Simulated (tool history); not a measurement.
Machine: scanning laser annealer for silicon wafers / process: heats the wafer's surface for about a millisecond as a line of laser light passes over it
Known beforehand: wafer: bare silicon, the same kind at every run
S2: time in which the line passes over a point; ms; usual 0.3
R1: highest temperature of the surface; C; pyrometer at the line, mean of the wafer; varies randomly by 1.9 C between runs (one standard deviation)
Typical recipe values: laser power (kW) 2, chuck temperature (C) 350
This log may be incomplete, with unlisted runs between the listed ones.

{"run": 1, "hour": 0.0, "laser power (kW)": 2, "S2": 0.3, "chuck temperature (C)": 350, "R1": 1112}
{"run": 2, "hour": 28.7, "laser power (kW)": 1.968, "S2": 0.3, "chuck temperature (C)": 350, "R1": 1101}
{"run": 3, "hour": 45.4, "laser power (kW)": 1.825, "S2": 0.3, "chuck temperature (C)": 350, "R1": 1053}
{"run": 4, "hour": 62.6, "laser power (kW)": 1.966, "S2": 0.3, "chuck temperature (C)": 350, "R1": 1097}
{"run": 5, "hour": 83.7, "laser power (kW)": 1.966, "S2": 0.3, "chuck temperature (C)": 350, "R1": 1096}
{"run": 6, "hour": 98.2, "laser power (kW)": 2, "S2": 0.3, "chuck temperature (C)": 350, "R1": 1114}
{"run": 7, "hour": 130.8, "laser power (kW)": 2, "S2": 0.3, "chuck temperature (C)": 350, "R1": 1113}
{"run": 8, "hour": 163.2, "laser power (kW)": 2, "S2": 0.3, "chuck temperature (C)": 350, "R1": 1114}
{"run": 9, "hour": 197.2, "laser power (kW)": 2, "S2": 0.33, "chuck temperature (C)": 350, "R1": 1157}
{"run": 10, "hour": 220.1, "laser power (kW)": 1.842, "S2": 0.3, "chuck temperature (C)": 350, "R1": 1054}
{"run": 11, "hour": 248.6, "laser power (kW)": 1.842, "S2": 0.3, "chuck temperature (C)": 350, "R1": 1053}
{"run": 12, "hour": 271.1, "laser power (kW)": 1.842, "S2": 0.3, "chuck temperature (C)": 350, "R1": 1049}
{"run": 13, "hour": 302.0, "laser power (kW)": 1.842, "S2": 0.3, "chuck temperature (C)": 350, "R1": 1056}
{"hour": 323.1, "done": "window over the wafer cleaned"}
{"run": 14, "hour": 334.8, "laser power (kW)": 2.088, "S2": 0.3, "chuck temperature (C)": 350, "R1": 1146}
{"run": 15, "hour": 369.2, "laser power (kW)": 2.088, "S2": 0.3, "chuck temperature (C)": 350, "R1": 1143}
{"run": 16, "hour": 399.9, "laser power (kW)": 2.088, "S2": 0.3, "chuck temperature (C)": 350, "R1": 1147}
{"run": 17, "hour": 430.0, "laser power (kW)": 2, "S2": 0.3, "chuck temperature (C)": 327, "R1": 1087}
{"run": 18, "hour": 454.3, "laser power (kW)": 1.75, "S2": 0.3, "chuck temperature (C)": 350, "R1": 1022}
{"run": 19, "hour": 473.6, "laser power (kW)": 1.75, "S2": 0.3, "chuck temperature (C)": 350, "R1": 1024}
{"run": 20, "hour": 492.8, "laser power (kW)": 2, "S2": 0.3, "chuck temperature (C)": 359, "R1": 1120}
{"run": 21, "hour": 520.7, "laser power (kW)": 1.84, "S2": 0.272, "chuck temperature (C)": 380, "R1": 1045}
{"run": 22, "hour": 551.8, "laser power (kW)": 1.84, "S2": 0.272, "chuck temperature (C)": 380, "R1": 1045}
{"run": 23, "hour": 581.3, "laser power (kW)": 1.84, "S2": 0.272, "chuck temperature (C)": 380, "R1": 1045}
{"run": 24, "hour": 611.2, "laser power (kW)": 1.976, "S2": 0.306, "chuck temperature (C)": 331, "R1": 1093}
{"run": 25, "hour": 639.7, "laser power (kW)": 1.976, "S2": 0.306, "chuck temperature (C)": 331, "R1": 1095}
{"run": 26, "hour": 665.4, "laser power (kW)": 2, "S2": 0.3, "chuck temperature (C)": 372, "R1": 1133}
{"run": 27, "hour": 689.0, "laser power (kW)": 1.76, "S2": 0.323, "chuck temperature (C)": 367, "R1": 1071}
{"run": 28, "hour": 710.7, "laser power (kW)": 1.787, "S2": 0.3, "chuck temperature (C)": 350, "R1": 1037}
{"run": 29, "hour": 741.0, "laser power (kW)": 1.916, "S2": 0.287, "chuck temperature (C)": 319, "R1": 1033}
{"run": 30, "hour": 767.2, "laser power (kW)": 1.916, "S2": 0.287, "chuck temperature (C)": 319, "R1": 1033}
{"run": 31, "hour": 787.8, "laser power (kW)": 1.916, "S2": 0.287, "chuck temperature (C)": 319, "R1": 1031}
{"run": 32, "hour": 811.6, "laser power (kW)": 1.916, "S2": 0.287, "chuck temperature (C)": 319, "R1": 1031}
{"run": 33, "hour": 842.1, "laser power (kW)": 1.916, "S2": 0.287, "chuck temperature (C)": 319, "R1": 1030}
{"hour": 863.9, "done": "window over the wafer cleaned"}
{"run": 34, "hour": 876.7, "laser power (kW)": 2.196, "S2": 0.355, "chuck temperature (C)": 319, "R1": 1232}
{"run": 35, "hour": 911.2, "laser power (kW)": 1.879, "S2": 0.26, "chuck temperature (C)": 360, "R1": 1019}
{"run": 36, "hour": 931.6, "laser power (kW)": 1.879, "S2": 0.26, "chuck temperature (C)": 360, "R1": 1025}
{"run": 37, "hour": 953.1, "laser power (kW)": 1.879, "S2": 0.26, "chuck temperature (C)": 360, "R1": 1022}
{"run": 38, "hour": 986.5, "laser power (kW)": 1.879, "S2": 0.26, "chuck temperature (C)": 360, "R1": 1022}
{"run": 39, "hour": 1014.5, "laser power (kW)": 1.879, "S2": 0.26, "chuck temperature (C)": 360, "R1": 1018}
{"run": 40, "hour": 1032.2, "laser power (kW)": 2, "S2": 0.285, "chuck temperature (C)": 376, "R1": 1113}

5 options for the next run, each taken on its own from the tool as it stands now. Forecast them:
{"run": "A", "hour": 1049.8, "laser power (kW)": 1.93, "S2": 0.212, "chuck temperature (C)": 376, "R1": "?"}
{"run": "B", "hour": 1049.8, "laser power (kW)": 2.057, "S2": 0.285, "chuck temperature (C)": 376, "R1": "?"}
{"run": "C", "hour": 1049.8, "laser power (kW)": 2, "S2": 0.313, "chuck temperature (C)": 382, "R1": "?"}
{"run": "D", "hour": 1049.8, "laser power (kW)": 2, "S2": 0.3, "chuck temperature (C)": 315, "R1": "?"}
{"run": "E", "hour": 1049.8, "laser power (kW)": 1.732, "S2": 0.246, "chuck temperature (C)": 376, "R1": "?"}

run=A R1=979
run=B R1=1133
run=C R1=1161
run=D R1=1076
run=E R1=970
Had the tool no hidden state, the same runs would have come out as:
run=A R1=980
run=B R1=1133
run=C R1=1162
run=D R1=1077
run=E R1=971
